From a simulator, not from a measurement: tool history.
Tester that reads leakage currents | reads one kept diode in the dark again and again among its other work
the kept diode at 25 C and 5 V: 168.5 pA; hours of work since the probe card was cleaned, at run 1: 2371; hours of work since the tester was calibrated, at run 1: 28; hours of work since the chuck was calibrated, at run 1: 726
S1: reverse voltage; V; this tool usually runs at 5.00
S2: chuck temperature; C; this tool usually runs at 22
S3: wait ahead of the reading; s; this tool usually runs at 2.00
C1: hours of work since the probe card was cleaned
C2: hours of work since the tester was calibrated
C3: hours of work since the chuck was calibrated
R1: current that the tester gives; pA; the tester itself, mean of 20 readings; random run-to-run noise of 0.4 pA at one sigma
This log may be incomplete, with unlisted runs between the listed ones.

run	hour	S1	S2	S3	C1	C2	C3	R1
1	0.0	5.00	22	2.00	2371	28	726	146.63
2	56.9	5.00	22	2.00	2401	59	756	147.50
3	116.0	5.00	22	2.00	2432	90	788	147.57
4	183.4	5.00	22	2.00	2468	126	823	148.47
5	239.7	5.00	22	2.00	2498	155	853	148.14
6	298.6	5.00	22	1.83	2529	187	884	149.06
# hour 319.2: probe card cleaned and baked
7	338.6	5.00	22	1.83	10	206	904	137.57
8	387.1	8.33	54	1.10	36	232	930	1945.68
9	456.5	8.33	54	1.10	73	269	966	1947.61
10	495.3	1.17	31	5.70	93	289	987	145.16
11	524.0	1.17	31	5.70	109	304	1002	143.76
12	591.0	5.48	31	0.31	144	340	1038	307.21
13	633.9	5.48	31	0.31	167	363	1060	306.36
14	676.3	15.94	31	0.62	189	385	1083	507.04

The same runs without the tool's hidden state, with the same run-to-run variation:
Hidden state at play: stray current of the dirty probe card, pA a volt; current scale over the true one, %; true chuck temperature over the reading, C; drift of the gauge itself on leakage_pa, %.
run	R1
1	131.79
2	132.25
3	131.98
4	132.38
5	131.75
6	132.26
7	131.86
8	1877.17
9	1875.65
10	138.81
11	137.34
12	292.81
13	291.56
14	480.64
